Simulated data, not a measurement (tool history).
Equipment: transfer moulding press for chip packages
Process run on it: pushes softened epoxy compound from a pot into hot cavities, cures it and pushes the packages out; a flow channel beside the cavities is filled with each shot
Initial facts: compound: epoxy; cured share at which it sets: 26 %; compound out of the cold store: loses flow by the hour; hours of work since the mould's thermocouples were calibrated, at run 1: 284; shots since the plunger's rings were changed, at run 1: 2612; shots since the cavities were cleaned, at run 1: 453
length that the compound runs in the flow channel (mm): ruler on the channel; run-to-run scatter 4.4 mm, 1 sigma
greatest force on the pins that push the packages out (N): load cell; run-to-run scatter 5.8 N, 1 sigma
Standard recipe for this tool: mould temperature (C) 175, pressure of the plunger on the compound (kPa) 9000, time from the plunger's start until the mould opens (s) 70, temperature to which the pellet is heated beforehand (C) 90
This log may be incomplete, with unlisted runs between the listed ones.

run,hour,mould temperature (C),pressure of the plunger on the compound (kPa),time from the plunger's start until the mould opens (s),temperature to which the pellet is heated beforehand (C),hours of work since the mould's thermocouples were calibrated,shots since the plunger's rings were changed,shots since the cavities were cleaned,incoming compound's hours out of the cold store,length that the compound runs in the flow channel (mm),greatest force on the pins that push the packages out (N)
1,0.0,175,9000,70,90,284,2612,453,23.9,654,348
2,19.6,175,9000,70,90,297,2940,781,44.3,597,376
# hour 22.3: cavities cleaned with cleaning compound and waxed
3,45.3,175,9000,70,93,312,3344,384,26.5,642,343
# hour 73.1: cavities cleaned with cleaning compound and waxed
4,75.1,179,9000,70,90,330,3817,33,14.4,666,197
5,93.1,179,7910,70,90,342,4118,334,20.7,585,273
6,114.0,179,7910,70,90,356,4468,684,39.0,536,325
# hour 122.7: cavities cleaned with cleaning compound and waxed
7,132.1,167,9000,70,90,366,4746,158,21.1,645,464
8,154.7,167,9000,70,90,381,5124,536,25.5,630,590
# hour 171.3: cavities cleaned with cleaning compound and waxed
9,183.6,172,9000,70,90,398,5581,205,30.8,596,342
10,209.5,175,9000,70,90,415,6014,638,48.0,542,357
# hour 216.6: plunger's sealing rings changed
# hour 223.1: cavities cleaned with cleaning compound and waxed
11,231.9,175,9000,70,90,427,230,147,19.1,705,278
12,249.0,175,9000,70,90,438,515,432,13.7,712,349
# hour 271.9: cavities cleaned with cleaning compound and waxed
13,271.9,175,9000,70,90,452,875,0,36.9,650,204
14,297.5,175,9000,70,90,468,1302,427,20.9,687,343
15,318.4,175,9000,70,90,482,1651,776,29.2,654,386
# hour 321.6: cavities cleaned with cleaning compound and waxed
16,340.4,172,7740,67,90,495,1995,316,13.4,653,436
17,359.0,172,7740,67,90,507,2305,626,12.8,654,492
# hour 370.0: cavities cleaned with cleaning compound and waxed
18,376.6,175,9320,70,90,517,2575,111,14.5,694,258
19,403.3,167,9120,66,83,535,3022,558,12.8,709,728
# hour 418.5: cavities cleaned with cleaning compound and waxed
20,422.6,175,7890,70,90,546,3318,67,22.4,601,241
21,450.6,175,9570,70,83,564,3786,535,8.7,704,395
# hour 467.2: cavities cleaned with cleaning compound and waxed
22,473.7,175,9070,56,91,578,4148,109,41.4,588,391
23,493.8,175,9070,56,91,591,4483,444,42.1,586,535
24,510.3,182,9000,65,96,602,4760,721,8.2,652,315
# hour 515.8: cavities cleaned with cleaning compound and waxed
25,529.6,176,9000,70,90,613,5057,230,13.3,650,296
26,554.9,176,9000,70,90,630,5481,654,30.6,594,355
# hour 565.6: cavities cleaned with cleaning compound and waxed
27,569.8,176,9000,82,90,638,5704,70,28.1,599,211
28,586.1,176,9000,82,90,649,5977,343,43.5,543,260
# hour 595.6: plunger's sealing rings changed
# hour 617.6: cavities cleaned with cleaning compound and waxed
29,617.9,176,9000,82,90,667,348,4,36.0,652,169

Measured minus without-hidden-state, run by run (identical run-to-run variation in each term; gauge scatter may differ):
Hidden state at play: true mould temperature over the reading, C; pressure that reaches the compound, % of what is set; grip of the stained cavities, % over clean ones'; drift of the gauge itself on flow_mm, %; drift of the gauge itself on push_out_n, %.
run,length that the compound runs in the flow channel (mm),greatest force on the pins that push the packages out (N)
1,-39,+139
2,-41,+167
3,-49,+125
4,-58,+13
5,-57,+98
6,-56,+146
7,-73,+113
8,-78,+242
9,-82,+97
10,-80,+156
11,-5,+61
12,-10,+132
13,-14,-4
14,-20,+132
15,-24,+170
16,-30,+141
17,-34,+204
18,-41,+42
19,-49,+290
20,-46,+28
21,-62,+163
22,-56,+65
23,-61,+196
24,-72,+142
25,-77,+87
26,-77,+151
27,-82,+30
28,-79,+94
29,-10,+0
